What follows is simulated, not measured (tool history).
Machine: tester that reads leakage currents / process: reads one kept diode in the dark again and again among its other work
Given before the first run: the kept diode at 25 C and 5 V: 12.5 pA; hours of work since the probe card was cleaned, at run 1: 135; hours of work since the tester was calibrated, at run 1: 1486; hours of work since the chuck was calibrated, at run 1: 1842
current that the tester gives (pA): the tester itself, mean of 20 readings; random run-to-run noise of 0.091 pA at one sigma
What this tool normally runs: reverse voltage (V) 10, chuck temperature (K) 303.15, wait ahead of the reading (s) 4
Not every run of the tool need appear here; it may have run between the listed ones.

| run | hour | reverse voltage (V) | chuck temperature (K) | wait ahead of the reading (s) | hours of work since the probe card was cleaned | hours of work since the tester was calibrated | hours of work since the chuck was calibrated | current that the tester gives (pA) |
|---|---|---|---|---|---|---|---|---|
| 1 | 0 | 10 | 303.15 | 4 | 135 | 1486 | 1842 | 22.61 |
| 2 | 84.5 | 10 | 303.15 | 4 | 198 | 1549 | 1905 | 22.59 |
| 3 | 219.2 | 3.6 | 303.15 | 4 | 299 | 1650 | 2006 | 15.17 |
| 4 | 292.9 | 3.6 | 303.15 | 4 | 354 | 1705 | 2061 | 15.09 |
| 5 | 424.8 | 10 | 303.15 | 4 | 452 | 1803 | 2159 | 22.45 |
|  | 582 | chuck's temperature calibrated |
| 6 | 582 | 10 | 303.15 | 4 | 567 | 1919 | 0 | 26.48 |
| 7 | 685.5 | 10 | 303.15 | 4 | 645 | 1996 | 77 | 26.48 |
| 8 | 846.3 | 10 | 303.15 | 4 | 764 | 2116 | 197 | 26.25 |
| 9 | 919.3 | 10 | 303.15 | 4 | 819 | 2170 | 251 | 26.33 |
| 10 | 1091.4 | 10 | 303.15 | 4 | 947 | 2298 | 379 | 26.33 |
| 11 | 1262.3 | 10 | 328.15 | 4 | 1074 | 2425 | 507 | 165.45 |
| 12 | 1428.3 | 10 | 328.15 | 4 | 1198 | 2549 | 631 | 163.5 |
| 13 | 1597 | 3.9 | 303.15 | 4 | 1324 | 2675 | 756 | 17.73 |
|  | 1682.5 | tester calibrated |
| 14 | 1700.8 | 3.9 | 303.15 | 4 | 1399 | 14 | 832 | 17.3 |
|  | 1712.8 | probe card cleaned and baked |
| 15 | 1805.3 | 10 | 332.15 | 4 | 69 | 89 | 908 | 207.99 |
| 16 | 1878.2 | 10 | 332.15 | 4 | 123 | 144 | 962 | 208.13 |
| 17 | 1981.9 | 10 | 332.15 | 4 | 201 | 221 | 1039 | 207.48 |
| 18 | 2054.5 | 10 | 332.15 | 4 | 255 | 275 | 1093 | 206.09 |
| 19 | 2203.6 | 10 | 303.15 | 4 | 366 | 386 | 1204 | 25.67 |
| 20 | 2336.8 | 10 | 303.15 | 4 | 465 | 485 | 1304 | 25.46 |
|  | 2364.6 | probe card cleaned and baked, once more |
| 21 | 2442 | 6.8 | 306.15 | 4 | 58 | 561 | 1380 | 25.15 |
| 22 | 2601.3 | 2.2 | 303.15 | 4 | 176 | 680 | 1498 | 12.88 |
| 23 | 2732.9 | 2.2 | 303.15 | 1.39 | 274 | 778 | 1597 | 13.15 |
| 24 | 2843.4 | 11.8 | 326.15 | 4 | 357 | 861 | 1679 | 138.11 |
| 25 | 2920.7 | 11.8 | 326.15 | 4 | 414 | 918 | 1736 | 137.87 |
| 26 | 3043.4 | 10 | 321.15 | 2.8 | 506 | 1009 | 1828 | 90.4 |
| 27 | 3152.5 | 4.7 | 303.15 | 2.02 | 587 | 1091 | 1909 | 17.28 |
| 28 | 3307.3 | 4.7 | 303.15 | 2.02 | 702 | 1206 | 2025 | 17.23 |
| 29 | 3450.1 | 4.7 | 303.15 | 2.02 | 809 | 1312 | 2131 | 17.24 |
| 30 | 3560.9 | 14.1 | 303.15 | 3.03 | 891 | 1395 | 2213 | 26.7 |
|  | 3647.6 | chuck's temperature calibrated |
| 31 | 3697 | 14.1 | 303.15 | 3.03 | 991 | 1495 | 37 | 31.63 |
| 32 | 3820.4 | 10 | 303.15 | 5.35 | 1083 | 1587 | 129 | 26.61 |
| 33 | 3990.6 | 1.1 | 322.15 | 5.35 | 1210 | 1714 | 256 | 48.79 |
| 34 | 4133.1 | 1.1 | 322.15 | 5.35 | 1316 | 1820 | 362 | 48.15 |
| 35 | 4280.3 | 1.1 | 322.15 | 5.35 | 1426 | 1930 | 471 | 47.75 |
| 36 | 4424 | 1 | 320.15 | 0.81 | 1533 | 2037 | 578 | 40.27 |
| 37 | 4508.1 | 1 | 320.15 | 0.81 | 1596 | 2099 | 641 | 39.92 |
| 38 | 4610.5 | 1 | 320.15 | 0.81 | 1672 | 2176 | 717 | 39.72 |
| 39 | 4729.1 | 1 | 299.15 | 0.97 | 1760 | 2264 | 806 | 7.82 |
| 40 | 4838.8 | 10 | 299.15 | 4 | 1842 | 2346 | 887 | 19.97 |

3 options for the next run, each taken on its own from the tool as it stands now. Forecast them:
| A | 4953.8 | 1.9 | 298.15 | 0.36 | 1928 | 2431 | 973 | ? |
| B | 4953.8 | 19 | 294.15 | 1.49 | 1928 | 2431 | 973 | ? |
| C | 4953.8 | 3.8 | 297.15 | 4 | 1928 | 2431 | 973 | ? |

| run | current that the tester gives (pA) |
|---|---|
| A | 10.4 |
| B | 22.32 |
| C | 11.05 |
With the hidden condition removed and each run's random variation left untouched, the same runs would have given:
| run | current that the tester gives (pA) |
|---|---|
| A | 10.43 |
| B | 18.53 |
| C | 10.74 |
